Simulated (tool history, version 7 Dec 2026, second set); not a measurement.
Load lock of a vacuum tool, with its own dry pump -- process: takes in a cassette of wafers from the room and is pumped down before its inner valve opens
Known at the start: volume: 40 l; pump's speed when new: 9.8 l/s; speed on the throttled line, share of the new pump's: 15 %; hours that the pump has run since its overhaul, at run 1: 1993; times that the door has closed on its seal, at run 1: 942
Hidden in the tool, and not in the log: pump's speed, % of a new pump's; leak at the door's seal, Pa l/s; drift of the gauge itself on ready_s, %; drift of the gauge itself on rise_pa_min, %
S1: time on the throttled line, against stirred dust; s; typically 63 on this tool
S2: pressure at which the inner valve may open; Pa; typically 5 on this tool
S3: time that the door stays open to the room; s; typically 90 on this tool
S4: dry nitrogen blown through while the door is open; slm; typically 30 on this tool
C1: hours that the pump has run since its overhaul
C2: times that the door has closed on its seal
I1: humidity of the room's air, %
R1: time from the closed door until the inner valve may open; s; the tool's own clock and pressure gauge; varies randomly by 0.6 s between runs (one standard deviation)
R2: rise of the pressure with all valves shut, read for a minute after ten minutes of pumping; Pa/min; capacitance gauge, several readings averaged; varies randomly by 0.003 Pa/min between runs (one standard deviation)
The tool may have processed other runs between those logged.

run,day,S1,S2,S3,S4,C1,C2,I1,R1,R2
1,0.000,63,5,90,30,1993,942,42.3,94.6,0.017
2,16.312,63,6,90,30,2384,2709,45.7,94.3,0.020
3,25.004,65,5,90,30,2593,3650,46.2,97.0,0.026
4,41.129,65,5,90,30,2980,5397,47.1,96.6,0.023
5,55.688,57,5,90,30,3329,6974,44.8,89.7,0.017
6,72.088,57,5,90,30,3723,8751,44.8,90.0,0.024
7,84.662,63,9,90,30,4025,10113,44.6,92.5,0.024
8,100.504,63,9,90,5,4405,11829,43.5,91.7,0.058
9,112.367,63,5,90,30,4689,13115,48.4,95.5,0.019
10,130.162,63,5,90,30,5117,15042,44.1,95.0,0.017
11,138.271,63,5,90,30,5311,15921,44.6,95.3,0.025
12,155.850,77,5,109,30,5733,17825,44.9,107.4,0.019
13,168.371,77,5,109,30,6034,19182,50.1,107.0,0.023

Expected results for the next run?
14,179.421,63,5,199,30,6299,20378,39.8,?,?

R1: 95.4 s
R2: 0.030 Pa/min
If the tool had no hidden condition, the same run with the same run-to-run variation would have returned R1 95.4 s, R2 0.029 Pa/min.
